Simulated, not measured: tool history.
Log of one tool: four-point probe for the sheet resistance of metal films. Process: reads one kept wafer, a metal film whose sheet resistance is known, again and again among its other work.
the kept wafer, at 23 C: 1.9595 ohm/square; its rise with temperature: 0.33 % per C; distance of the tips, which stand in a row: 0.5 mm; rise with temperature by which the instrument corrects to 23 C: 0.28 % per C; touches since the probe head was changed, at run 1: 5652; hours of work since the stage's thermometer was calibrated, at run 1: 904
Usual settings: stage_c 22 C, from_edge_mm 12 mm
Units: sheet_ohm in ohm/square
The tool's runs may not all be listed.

run	hour	stage_c	from_edge_mm	touches since the probe head was changed	hours of work since the stage's thermometer was calibrated	sheet_ohm
1	0	22	12	5652	904	1.966766
2	10.7	22	7	5837	910	1.970147
3	26.1	22	7	6104	919	1.969656
4	35.7	22	7	6271	925	1.969557
5	46.3	22	7	6455	931	1.969738
6	60.4	22	7	6699	939	1.970104
# hour 62.2: stage's thermometer calibrated
7	76.1	22	7	6963	8	1.970994
8	92.2	22	7	7242	17	1.970782
9	111.2	33	3	7572	29	2.005058
10	123.4	33	3	7783	36	2.005772
# hour 130.1: stage's thermometer calibrated, once more
11	134	33	3	7957	2	2.003721
12	143.9	33	3	8130	8	2.003362
13	154.5	28	8	8314	14	1.973547

5 ways to go on from here, each from the tool as it stands after run 13. What would each give?
A	174.3	26	12	8656	26	?
B	174.3	22	8	8656	26	?
C	174.3	24	10	8656	26	?
D	174.3	32	7	8656	26	?
E	174.3	23	12	8656	26	?

run	sheet_ohm
A	1.969375
B	1.968055
C	1.967994
D	1.978291
E	1.966881
Without the tool's hidden state the same runs would have given:
run	sheet_ohm
A	1.964319
B	1.963008
C	1.962945
D	1.973204
E	1.961835
